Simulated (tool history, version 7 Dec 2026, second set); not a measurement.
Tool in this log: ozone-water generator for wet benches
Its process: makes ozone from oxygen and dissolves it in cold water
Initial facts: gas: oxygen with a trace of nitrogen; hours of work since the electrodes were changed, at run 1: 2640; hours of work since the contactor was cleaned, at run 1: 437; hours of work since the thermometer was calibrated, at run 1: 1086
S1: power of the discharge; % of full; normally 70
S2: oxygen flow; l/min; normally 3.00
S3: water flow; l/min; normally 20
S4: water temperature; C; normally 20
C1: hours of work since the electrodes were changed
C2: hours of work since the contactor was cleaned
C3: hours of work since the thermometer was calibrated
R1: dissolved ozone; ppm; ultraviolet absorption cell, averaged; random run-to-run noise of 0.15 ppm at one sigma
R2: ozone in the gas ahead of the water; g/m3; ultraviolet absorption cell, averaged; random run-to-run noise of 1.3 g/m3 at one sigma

Run 1, day 0.000: usual settings; C1 2640; C2 437; C3 1086. Result: R1 17.7 ppm, R2 219.3 g/m3.
Run 2, day 5.096: usual settings; C1 2756; C2 553; C3 1202. Result: R1 17.3 ppm, R2 217.5 g/m3.
Run 3, day 8.475: usual settings but S4 23 C; C1 2833; C2 630; C3 1279. Result: R1 16.8 ppm, R2 216.5 g/m3.
Run 4, day 11.738: usual settings but S4 23 C; C1 2907; C2 704; C3 1353. Result: R1 16.9 ppm, R2 217.5 g/m3.
Run 5, day 16.483: usual settings but S3 23 l/min; C1 3016; C2 812; C3 1461. Result: R1 15.4 ppm, R2 216.2 g/m3.
Run 6, day 20.262: usual settings; C1 3102; C2 898; C3 1547. Result: R1 17.2 ppm, R2 215.8 g/m3.
Run 7, day 22.683: usual settings; C1 3157; C2 954; C3 1603. Result: R1 17.2 ppm, R2 216.4 g/m3.
Run 8, day 26.979: usual settings but S3 19 l/min; C1 3255; C2 1051; C3 1700. Result: R1 17.7 ppm, R2 215.4 g/m3.
Run 9, day 31.688: usual settings but S3 19 l/min; C1 3362; C2 1159; C3 1808. Result: R1 18.0 ppm, R2 213.2 g/m3.
Run 10, day 34.567: usual settings but S3 19 l/min; C1 3427; C2 1224; C3 1873. Result: R1 17.7 ppm, R2 213.5 g/m3.
Run 11, day 38.546: usual settings but S3 19 l/min; C1 3518; C2 1315; C3 1964. Result: R1 17.5 ppm, R2 213.4 g/m3.
Run 12, day 43.292: usual settings but S3 19 l/min, S4 17 C; C1 3626; C2 1423; C3 2072. Result: R1 18.2 ppm, R2 210.9 g/m3.
Run 13, day 48.796: usual settings but S3 19 l/min; C1 3752; C2 1548; C3 2198. Result: R1 17.3 ppm, R2 209.9 g/m3.
Run 14, day 53.754: usual settings but S3 23 l/min; C1 3865; C2 1661; C3 2310. Result: R1 14.6 ppm, R2 209.1 g/m3.
Run 15, day 59.275: usual settings but S1 68 % of full, S2 3.04 l/min, S3 28 l/min, S4 16 C; C1 3990; C2 1787; C3 2436. Result: R1 12.7 ppm, R2 202.2 g/m3.
Run 16, day 61.921: usual settings but S2 2.22 l/min, S4 27 C; C1 4051; C2 1847; C3 2496. Result: R1 14.8 ppm, R2 249.6 g/m3.
Run 17, day 66.504: usual settings but S1 76 % of full, S2 2.22 l/min, S4 27 C; C1 4155; C2 1952; C3 2601. Result: R1 15.9 ppm, R2 264.8 g/m3.
At day 66.792: water thermometer calibrated.
Run 18, day 72.075: usual settings but S1 76 % of full, S2 2.22 l/min, S3 27 l/min, S4 16 C; C1 4282; C2 2078; C3 120. Result: R1 13.4 ppm, R2 260.4 g/m3.
Run 19, day 76.962: usual settings but S1 79 % of full, S2 2.22 l/min, S3 27 l/min, S4 18 C; C1 4393; C2 2190; C3 232. Result: R1 13.0 ppm, R2 265.2 g/m3.
Run 20, day 82.375: usual settings but S1 96 % of full, S2 3.27 l/min, S3 27 l/min, S4 26 C; C1 4516; C2 2313; C3 355. Result: R1 14.7 ppm, R2 240.1 g/m3.
Run 21, day 87.600: usual settings but S2 4.62 l/min, S3 26 l/min, S4 19 C; C1 4635; C2 2432; C3 474. Result: R1 13.3 ppm, R2 156.6 g/m3.
Run 22, day 92.625: usual settings but S4 21 C; C1 4750; C2 2546; C3 589. Result: R1 15.7 ppm, R2 203.0 g/m3.
At day 95.446: water thermometer calibrated, once more.
Run 23, day 96.188: usual settings but S2 2.60 l/min, S4 28 C; C1 4830; C2 2627; C3 17. Result: R1 14.4 ppm, R2 220.7 g/m3.
Run 24, day 101.729: usual settings but S1 92 % of full, S2 2.60 l/min, S4 28 C; C1 4957; C2 2753; C3 143. Result: R1 17.4 ppm, R2 263.6 g/m3.
Run 25, day 104.492: usual settings but S3 29 l/min, S4 16 C; C1 5020; C2 2816; C3 206. Result: R1 12.0 ppm, R2 200.9 g/m3.
Run 26, day 108.204: usual settings but S3 26 l/min, S4 14 C; C1 5104; C2 2901; C3 291. Result: R1 13.3 ppm, R2 199.7 g/m3.
Run 27, day 113.412: usual settings but S2 2.87 l/min, S3 17 l/min; C1 5223; C2 3020; C3 409. Result: R1 17.3 ppm, R2 204.4 g/m3.
Run 28, day 118.083: usual settings but S2 2.87 l/min, S3 17 l/min; C1 5329; C2 3126; C3 516. Result: R1 17.7 ppm, R2 204.2 g/m3.

Here are 5 independent what-if runs from the current tool condition. What would each one return?
Run A, day 123.279: usual settings but S1 76 % of full, S2 2.87 l/min, S3 18 l/min; C1 5448; C2 3244; C3 634. Result: R1 ?, R2 ?.
Run B, day 123.279: usual settings but S1 58 % of full, S2 2.61 l/min, S3 17 l/min, S4 18 C; C1 5448; C2 3244; C3 634. Result: R1 ?, R2 ?.
Run C, day 123.279: usual settings but S1 81 % of full, S2 3.74 l/min, S3 17 l/min, S4 15 C; C1 5448; C2 3244; C3 634. Result: R1 ?, R2 ?.
Run D, day 123.279: usual settings but S1 54 % of full, S2 5.27 l/min, S3 21 l/min; C1 5448; C2 3244; C3 634. Result: R1 ?, R2 ?.
Run E, day 123.279: usual settings but S1 62 % of full, S4 22 C; C1 5448; C2 3244; C3 634. Result: R1 ?, R2 ?.

run    R1     R2
  A  17.7  213.1
  B  15.8  189.2
  C  21.2  192.4
  D  12.4  120.8
  E  13.8  180.8
With no hidden state in the tool, these same runs would have given:
run    R1     R2
  A  22.1  259.7
  B  18.9  222.2
  C  26.5  236.5
  D  14.9  140.5
  E  16.8  214.2
